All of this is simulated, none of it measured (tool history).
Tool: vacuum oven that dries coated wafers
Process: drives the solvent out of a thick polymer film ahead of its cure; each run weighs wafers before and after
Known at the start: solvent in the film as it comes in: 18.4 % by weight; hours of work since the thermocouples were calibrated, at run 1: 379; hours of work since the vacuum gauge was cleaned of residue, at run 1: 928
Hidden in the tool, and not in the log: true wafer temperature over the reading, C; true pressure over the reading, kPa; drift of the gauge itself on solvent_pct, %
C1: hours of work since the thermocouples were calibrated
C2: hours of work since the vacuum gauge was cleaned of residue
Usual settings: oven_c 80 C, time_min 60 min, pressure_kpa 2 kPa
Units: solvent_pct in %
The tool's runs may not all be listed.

Run 1, hour 0: usual settings; C1 379; C2 928. Result: solvent_pct 2.97 %.
Run 2, hour 71.9: usual settings; C1 427; C2 976. Result: solvent_pct 3.06 %.
At hour 132.7: vacuum gauge cleaned of residue and calibrated.
Run 3, hour 147.7: usual settings; C1 478; C2 10. Result: solvent_pct 2.75 %.
Run 4, hour 207.9: usual settings; C1 518; C2 51. Result: solvent_pct 2.69 %.
Run 5, hour 282.5: usual settings but pressure_kpa 4.65 kPa; C1 569; C2 101. Result: solvent_pct 5.02 %.
Run 6, hour 351.7: usual settings but pressure_kpa 4.65 kPa; C1 616; C2 148. Result: solvent_pct 4.98 %.
Run 7, hour 435.4: usual settings but pressure_kpa 4.65 kPa; C1 672; C2 205. Result: solvent_pct 5.08 %.
Run 8, hour 484.9: usual settings but pressure_kpa 4.65 kPa; C1 706; C2 238. Result: solvent_pct 5.07 %.
Run 9, hour 563.9: usual settings but pressure_kpa 4.65 kPa; C1 759; C2 292. Result: solvent_pct 5.01 %.
Run 10, hour 612.2: usual settings but pressure_kpa 4.65 kPa; C1 792; C2 324. Result: solvent_pct 5.04 %.
Run 11, hour 655.5: usual settings but pressure_kpa 4.65 kPa; C1 821; C2 354. Result: solvent_pct 4.92 %.
At hour 701.7: oven's thermocouples calibrated.
Run 12, hour 737.1: usual settings but pressure_kpa 4.65 kPa; C1 24; C2 407. Result: solvent_pct 5.59 %.
Run 13, hour 776: usual settings but pressure_kpa 4.65 kPa; C1 50; C2 434. Result: solvent_pct 5.43 %.
Run 14, hour 843.8: usual settings but pressure_kpa 4.65 kPa; C1 96; C2 480. Result: solvent_pct 5.56 %.
Run 15, hour 915.9: usual settings; C1 145; C2 528. Result: solvent_pct 3.01 %.
Run 16, hour 960: usual settings but pressure_kpa 2.62 kPa; C1 175; C2 558. Result: solvent_pct 3.55 %.
Run 17, hour 1034.9: usual settings but time_min 51 min, pressure_kpa 2.62 kPa; C1 225; C2 609. Result: solvent_pct 4.14 %.
Run 18, hour 1098.4: usual settings but time_min 74 min; C1 268; C2 652. Result: solvent_pct 2.71 %.
Run 19, hour 1177.5: usual settings but oven_c 93 C; C1 322; C2 705. Result: solvent_pct 1.44 %.
Run 20, hour 1228.9: usual settings but oven_c 93 C; C1 357; C2 740. Result: solvent_pct 1.43 %.
Run 21, hour 1280: usual settings but oven_c 91 C, time_min 77 min, pressure_kpa 2.12 kPa; C1 391; C2 775. Result: solvent_pct 1.54 %.
Run 22, hour 1332: usual settings but time_min 30 min, pressure_kpa 3.34 kPa; C1 426; C2 810. Result: solvent_pct 6.76 %.
Run 23, hour 1383.1: usual settings but time_min 56 min, pressure_kpa 5.59 kPa; C1 461; C2 844. Result: solvent_pct 6.65 %.
Run 24, hour 1456.5: usual settings but oven_c 75 C, time_min 105 min, pressure_kpa 3.36 kPa; C1 511; C2 894. Result: solvent_pct 4.59 %.
Run 25, hour 1531.3: usual settings but oven_c 75 C, time_min 105 min, pressure_kpa 3.36 kPa; C1 561; C2 945. Result: solvent_pct 4.58 %.
Run 26, hour 1613.5: usual settings but oven_c 75 C, time_min 105 min, pressure_kpa 3.36 kPa; C1 617; C2 1000. Result: solvent_pct 4.55 %.
At hour 1637.5: vacuum gauge cleaned of residue and calibrated.
Run 27, hour 1669.1: usual settings but time_min 85 min; C1 653; C2 21. Result: solvent_pct 2.2 %.
Run 28, hour 1752.9: usual settings but oven_c 94 C; C1 710; C2 78. Result: solvent_pct 1.18 %.
Run 29, hour 1829.3: usual settings but oven_c 87 C, time_min 66 min, pressure_kpa 3.7 kPa; C1 762; C2 130. Result: solvent_pct 2.85 %.
Run 30, hour 1892.9: usual settings but oven_c 87 C, time_min 49 min, pressure_kpa 3.7 kPa; C1 805; C2 173. Result: solvent_pct 3.27 %.
Run 31, hour 1952.1: usual settings but oven_c 85 C, time_min 53 min, pressure_kpa 6.47 kPa; C1 845; C2 213. Result: solvent_pct 5.52 %.
At hour 1960.1: oven's thermocouples calibrated.
Run 32, hour 2017.2: usual settings but time_min 45 min; C1 39; C2 255. Result: solvent_pct 3.88 %.
Run 33, hour 2096.2: usual settings but oven_c 79 C, time_min 32 min, pressure_kpa 2.43 kPa; C1 92; C2 309. Result: solvent_pct 5.82 %.
Run 34, hour 2139.2: usual settings but oven_c 90 C, time_min 73 min; C1 121; C2 338. Result: solvent_pct 1.45 %.
Run 35, hour 2189.6: usual settings but oven_c 90 C, time_min 73 min; C1 155; C2 372. Result: solvent_pct 1.35 %.
Run 36, hour 2235.8: usual settings but oven_c 90 C, time_min 73 min; C1 187; C2 403. Result: solvent_pct 1.42 %.
Run 37, hour 2291.6: usual settings but oven_c 90 C, time_min 73 min; C1 224; C2 441. Result: solvent_pct 1.44 %.
Run 38, hour 2373.3: usual settings but oven_c 90 C, time_min 73 min; C1 280; C2 496. Result: solvent_pct 1.42 %.
Run 39, hour 2440.4: usual settings but oven_c 84 C, time_min 106 min, pressure_kpa 4.83 kPa; C1 325; C2 542. Result: solvent_pct 4.03 %.
Run 40, hour 2483: usual settings but oven_c 84 C, time_min 106 min, pressure_kpa 4.83 kPa; C1 354; C2 571. Result: solvent_pct 4.07 %.

3 ways to go on from here, each from the tool as it stands after run 40. What would each give?
Run A, hour 2557.3: usual settings but oven_c 90 C, time_min 56 min, pressure_kpa 3.13 kPa; C1 404; C2 621. Result: solvent_pct ?.
Run B, hour 2557.3: usual settings but oven_c 72 C, time_min 63 min, pressure_kpa 3 kPa; C1 404; C2 621. Result: solvent_pct ?.
Run C, hour 2557.3: usual settings but time_min 40 min; C1 404; C2 621. Result: solvent_pct ?.

run  solvent_pct
  A         2.31
  B         6.12
  C         4.29
Without the tool's hidden state the same runs would have given:
run  solvent_pct
  A         2.22
  B         6.02
  C         4.24

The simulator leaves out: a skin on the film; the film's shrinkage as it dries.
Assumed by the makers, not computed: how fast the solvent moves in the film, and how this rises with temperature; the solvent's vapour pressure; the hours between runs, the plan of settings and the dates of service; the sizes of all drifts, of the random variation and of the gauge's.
